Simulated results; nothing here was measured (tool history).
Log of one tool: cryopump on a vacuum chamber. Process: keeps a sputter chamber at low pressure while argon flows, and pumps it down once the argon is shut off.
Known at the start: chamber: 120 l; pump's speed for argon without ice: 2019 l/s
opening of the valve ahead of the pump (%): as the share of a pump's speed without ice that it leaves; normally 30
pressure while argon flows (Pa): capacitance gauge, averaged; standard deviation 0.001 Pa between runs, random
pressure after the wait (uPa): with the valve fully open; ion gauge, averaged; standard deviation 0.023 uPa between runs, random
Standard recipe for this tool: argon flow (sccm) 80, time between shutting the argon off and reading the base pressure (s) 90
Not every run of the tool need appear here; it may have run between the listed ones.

run,day,argon flow (sccm),time between shutting the argon off and reading the base pressure (s),opening of the valve ahead of the pump (%),pressure while argon flows (Pa),pressure after the wait (uPa)
1,0,80,90,30,0.2437,1.83
2,0.658,80,90,30,0.2464,1.88
3,1.2,80,90,25,0.29,1.84
4,1.871,80,90,25,0.2916,1.9
5,2.675,80,90,25,0.2928,1.88
# day 3.238: pump warmed up, emptied and cooled again
6,3.692,80,268,30,0.2237,1.11
7,4.192,80,90,30,0.2233,1.59
8,4.9,80,90,30,0.2234,1.61
9,5.692,80,90,30,0.2251,1.61
10,6.183,80,90,30,0.228,1.56
11,6.583,80,153,19,0.3559,1.35
12,6.946,158,28,30,0.4439,2.98
13,7.488,63,28,58,0.0935,2.96
14,8.3,63,28,58,0.0935,2.95
15,8.892,63,28,58,0.0931,3.04
16,9.542,128,90,44,0.2489,1.7
17,9.975,66,51,55,0.1046,2.17
18,10.754,66,51,55,0.104,2.13
19,11.554,80,56,30,0.2262,2.07

5 options for the next run, each taken on its own from the tool as it stands now. Forecast them:
A,12.417,89,30,32,?,?
B,12.417,70,40,24,?,?
C,12.417,139,70,32,?,?
D,12.417,70,128,22,?,?
E,12.417,57,29,20,?,?

run,pressure while argon flows (Pa),pressure after the wait (uPa)
A,0.2396,2.92
B,0.247,2.47
C,0.3693,1.89
D,0.2731,1.49
E,0.243,3
Without the tool's hidden state the same runs would have given:
run,pressure while argon flows (Pa),pressure after the wait (uPa)
A,0.2329,1.99
B,0.2418,1.53
C,0.359,0.95
D,0.2678,0.57
E,0.2388,2.06
